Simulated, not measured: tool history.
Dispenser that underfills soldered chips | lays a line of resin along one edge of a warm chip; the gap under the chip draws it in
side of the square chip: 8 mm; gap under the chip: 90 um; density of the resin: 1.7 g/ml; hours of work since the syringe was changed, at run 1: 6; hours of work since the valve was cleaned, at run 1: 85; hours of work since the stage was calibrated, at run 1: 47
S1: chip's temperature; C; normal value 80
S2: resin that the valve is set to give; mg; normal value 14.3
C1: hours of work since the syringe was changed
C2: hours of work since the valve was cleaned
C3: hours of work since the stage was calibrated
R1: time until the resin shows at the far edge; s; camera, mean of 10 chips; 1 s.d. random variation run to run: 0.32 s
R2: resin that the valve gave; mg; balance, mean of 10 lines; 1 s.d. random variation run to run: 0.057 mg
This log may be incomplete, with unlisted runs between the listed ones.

Run 1, hour 0: usual settings; C1 6; C2 85; C3 47. Result: R1 20.4 s, R2 13.13 mg.
At hour 1.4: new syringe of resin.
At hour 5.9: dispensing valve cleaned and set on the balance.
Run 2, hour 8.7: usual settings but S2 12.8 mg; C1 4; C2 2; C3 52. Result: R1 17.8 s, R2 12.73 mg.
At hour 12.8: new syringe of resin.
Run 3, hour 14.7: usual settings but S2 12.8 mg; C1 1; C2 6; C3 56. Result: R1 15.9 s, R2 12.79 mg.
Run 4, hour 20.6: usual settings but S1 95 C; C1 5; C2 9; C3 60. Result: R1 10.3 s, R2 14.12 mg.
At hour 23.3: new syringe of resin.
Run 5, hour 27: usual settings but S1 95 C, S2 15.6 mg; C1 2; C2 13; C3 64. Result: R1 8.1 s, R2 15.39 mg.
At hour 33.7: new syringe of resin.
Run 6, hour 33.7: usual settings but S1 95 C, S2 15.6 mg; C1 0; C2 18; C3 68. Result: R1 8.5 s, R2 15.3 mg.
Run 7, hour 40.6: usual settings but S1 95 C, S2 15.6 mg; C1 5; C2 22; C3 72. Result: R1 10 s, R2 15.34 mg.
At hour 44: new syringe of resin.
Run 8, hour 48: usual settings but S1 95 C, S2 15.6 mg; C1 3; C2 27; C3 77. Result: R1 9 s, R2 15.19 mg.
At hour 54.6: new syringe of resin.
Run 9, hour 55.1: usual settings but S1 95 C, S2 15.6 mg; C1 0; C2 31; C3 82. Result: R1 7.6 s, R2 15.11 mg.
Run 10, hour 60.8: usual settings but S1 95 C, S2 15.6 mg; C1 4; C2 35; C3 85. Result: R1 10.4 s, R2 15.06 mg.
At hour 65: new syringe of resin.
Run 11, hour 68.1: usual settings but S1 76 C, S2 15.3 mg; C1 2; C2 40; C3 90. Result: R1 19.1 s, R2 14.72 mg.
At hour 75.9: new syringe of resin.
Run 12, hour 75.9: usual settings but S1 88 C, S2 13.7 mg; C1 0; C2 45; C3 95. Result: R1 10.6 s, R2 13.04 mg.
Run 13, hour 81.3: usual settings but S1 84 C, S2 13.4 mg; C1 4; C2 48; C3 98. Result: R1 15.4 s, R2 12.74 mg.
At hour 86.5: new syringe of resin.
Run 14, hour 88.9: usual settings but S1 84 C, S2 13.4 mg; C1 2; C2 53; C3 103. Result: R1 14 s, R2 12.72 mg.
Run 15, hour 94.5: usual settings but S1 70 C, S2 15.5 mg; C1 5; C2 57; C3 107. Result: R1 28.1 s, R2 14.54 mg.
At hour 97.2: new syringe of resin.
Run 16, hour 98.3: usual settings but S1 70 C, S2 15.5 mg; C1 1; C2 59; C3 109. Result: R1 24.3 s, R2 14.51 mg.
Run 17, hour 104.9: usual settings but S1 76 C, S2 14.8 mg; C1 5; C2 63; C3 113. Result: R1 22.3 s, R2 13.85 mg.

Hidden state at the last listed run before each entry between runs and at the first one after, where it differs:
From run 1 to run 2: new syringe of resin (hour 1.4); dispensing valve cleaned and set on the balance (hour 5.9)
  resin's viscosity, % of fresh resin's: 132.6 -> 119.2; dose that the valve gives, % of what is set: 91.88 -> 99.78; true chip temperature over the reading, C: -0.46 -> -0.48
  measured value less the no-hidden-state value, R1: +5.5 -> +3.2 s; R2: -1.16 -> -0.02 mg
From run 2 to run 3: new syringe of resin (hour 12.8)
  resin's viscosity, % of fresh resin's: 119.2 -> 107; dose that the valve gives, % of what is set: 99.78 -> 99.41; true chip temperature over the reading, C: -0.48 -> -0.49
  measured value less the no-hidden-state value, R1: +3.2 -> +1.4 s; R2: -0.02 -> -0.07 mg
From run 4 to run 5: new syringe of resin (hour 23.3)
  resin's viscosity, % of fresh resin's: 126.5 -> 109.7; dose that the valve gives, % of what is set: 99.03 -> 98.68; true chip temperature over the reading, C: -0.51 -> -0.52
  measured value less the no-hidden-state value, R1: +2.3 -> +0.9 s; R2: -0.14 -> -0.21 mg
From run 5 to run 6: new syringe of resin (hour 33.7)
  resin's viscosity, % of fresh resin's: 109.7 -> 100.1; dose that the valve gives, % of what is set: 98.68 -> 98.28; true chip temperature over the reading, C: -0.52 -> -0.54
  measured value less the no-hidden-state value, R1: +0.9 -> +0.2 s; R2: -0.21 -> -0.27 mg
From run 7 to run 8: new syringe of resin (hour 44)
  resin's viscosity, % of fresh resin's: 122.3 -> 112; dose that the valve gives, % of what is set: 97.8 -> 97.33; true chip temperature over the reading, C: -0.56 -> -0.58
  measured value less the no-hidden-state value, R1: +1.9 -> +1.2 s; R2: -0.34 -> -0.41 mg
From run 8 to run 9: new syringe of resin (hour 54.6)
  resin's viscosity, % of fresh resin's: 112 -> 100.5; dose that the valve gives, % of what is set: 97.33 -> 96.93; true chip temperature over the reading, C: -0.58 -> -0.59
  measured value less the no-hidden-state value, R1: +1.2 -> +0.3 s; R2: -0.41 -> -0.48 mg
From run 10 to run 11: new syringe of resin (hour 65)
  resin's viscosity, % of fresh resin's: 118.3 -> 110.5; dose that the valve gives, % of what is set: 96.56 -> 96.1; true chip temperature over the reading, C: -0.61 -> -0.63
  measured value less the no-hidden-state value, R1: +1.7 -> +2.4 s; R2: -0.54 -> -0.6 mg
From run 11 to run 12: new syringe of resin (hour 75.9)
  resin's viscosity, % of fresh resin's: 110.5 -> 100.9; dose that the valve gives, % of what is set: 96.1 -> 95.61; true chip temperature over the reading, C: -0.63 -> -0.65
  measured value less the no-hidden-state value, R1: +2.4 -> +0.5 s; R2: -0.6 -> -0.6 mg
From run 13 to run 14: new syringe of resin (hour 86.5)
  resin's viscosity, % of fresh resin's: 117.8 -> 106.5; dose that the valve gives, % of what is set: 95.25 -> 94.8; true chip temperature over the reading, C: -0.66 -> -0.68
  measured value less the no-hidden-state value, R1: +2.8 -> +1.4 s; R2: -0.63 -> -0.69 mg
From run 15 to run 16: new syringe of resin (hour 97.2)
  resin's viscosity, % of fresh resin's: 125.2 -> 104.7; dose that the valve gives, % of what is set: 94.42 -> 94.18
  measured value less the no-hidden-state value, R1: +6.5 -> +1.9 s; R2: -0.86 -> -0.9 mg
